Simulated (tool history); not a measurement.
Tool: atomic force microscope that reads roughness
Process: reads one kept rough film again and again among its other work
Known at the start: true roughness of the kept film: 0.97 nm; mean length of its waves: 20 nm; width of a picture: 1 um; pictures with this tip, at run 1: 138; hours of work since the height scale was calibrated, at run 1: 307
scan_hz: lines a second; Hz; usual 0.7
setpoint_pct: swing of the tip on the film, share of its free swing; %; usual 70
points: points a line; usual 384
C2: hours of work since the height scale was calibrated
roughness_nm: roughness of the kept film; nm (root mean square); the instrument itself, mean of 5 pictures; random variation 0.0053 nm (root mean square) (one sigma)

Run 1, day 0: usual settings; pictures with this tip 138; C2 307. Result: roughness_nm 0.83 nm (root mean square).
Run 2, day 0.571: usual settings; pictures with this tip 151; C2 313. Result: roughness_nm 0.826 nm (root mean square).
Run 3, day 1.042: usual settings; pictures with this tip 162; C2 318. Result: roughness_nm 0.834 nm (root mean square).
Run 4, day 1.733: usual settings but points 287; pictures with this tip 179; C2 325. Result: roughness_nm 0.82 nm (root mean square).
Run 5, day 2.338: usual settings but points 304; pictures with this tip 193; C2 331. Result: roughness_nm 0.81 nm (root mean square).
Run 6, day 2.729: usual settings but points 304; pictures with this tip 202; C2 335. Result: roughness_nm 0.805 nm (root mean square).
Run 7, day 3.346: usual settings but scan_hz 0.537 Hz; pictures with this tip 217; C2 341. Result: roughness_nm 0.82 nm (root mean square).
At day 3.467: height scale calibrated on a step standard.
Run 8, day 3.925: usual settings but scan_hz 0.537 Hz; pictures with this tip 229; C2 5. Result: roughness_nm 0.817 nm (root mean square).
Run 9, day 4.721: usual settings but scan_hz 0.537 Hz; pictures with this tip 248; C2 13. Result: roughness_nm 0.815 nm (root mean square).
Run 10, day 5.296: usual settings but scan_hz 0.537 Hz; pictures with this tip 262; C2 18. Result: roughness_nm 0.81 nm (root mean square).
Run 11, day 5.967: usual settings but scan_hz 2.076 Hz, setpoint_pct 86 %; pictures with this tip 278; C2 25. Result: roughness_nm 0.658 nm (root mean square).
Run 12, day 6.858: usual settings but scan_hz 1.493 Hz, setpoint_pct 59 %, points 448; pictures with this tip 299; C2 34. Result: roughness_nm 0.804 nm (root mean square).
Run 13, day 7.4: usual settings but scan_hz 1.493 Hz, setpoint_pct 59 %, points 448; pictures with this tip 311; C2 40. Result: roughness_nm 0.792 nm (root mean square).
At day 7.683: new tip fitted.
At day 8.004: height scale calibrated on a step standard, once more.
Run 14, day 8.279: usual settings but scan_hz 1.493 Hz, setpoint_pct 59 %, points 448; pictures with this tip 13; C2 3. Result: roughness_nm 0.875 nm (root mean square).
Run 15, day 8.888: usual settings but points 627; pictures with this tip 27; C2 9. Result: roughness_nm 0.865 nm (root mean square).
Run 16, day 9.383: usual settings but scan_hz 3.631 Hz, setpoint_pct 61 %, points 472; pictures with this tip 39; C2 14. Result: roughness_nm 0.798 nm (root mean square).
Run 17, day 9.933: usual settings but scan_hz 3.631 Hz, setpoint_pct 61 %, points 472; pictures with this tip 52; C2 20. Result: roughness_nm 0.806 nm (root mean square).

Forecast each of these 4 alternatives for the next run:
Run A, day 10.388: usual settings but scan_hz 0.529 Hz, setpoint_pct 59 %, points 1000; pictures with this tip 62; C2 24. Result: roughness_nm ?.
Run B, day 10.388: usual settings but scan_hz 1.769 Hz, setpoint_pct 86 %, points 306; pictures with this tip 62; C2 24. Result: roughness_nm ?.
Run C, day 10.388: usual settings but setpoint_pct 62 %; pictures with this tip 62; C2 24. Result: roughness_nm ?.
Run D, day 10.388: usual settings but setpoint_pct 84 %, points 456; pictures with this tip 62; C2 24. Result: roughness_nm ?.

run  roughness_nm
  A         0.885
  B         0.713
  C         0.877
  D         0.823
Without the tool's hidden state the same runs would have given:
run  roughness_nm
  A         0.902
  B         0.727
  C         0.894
  D         0.839
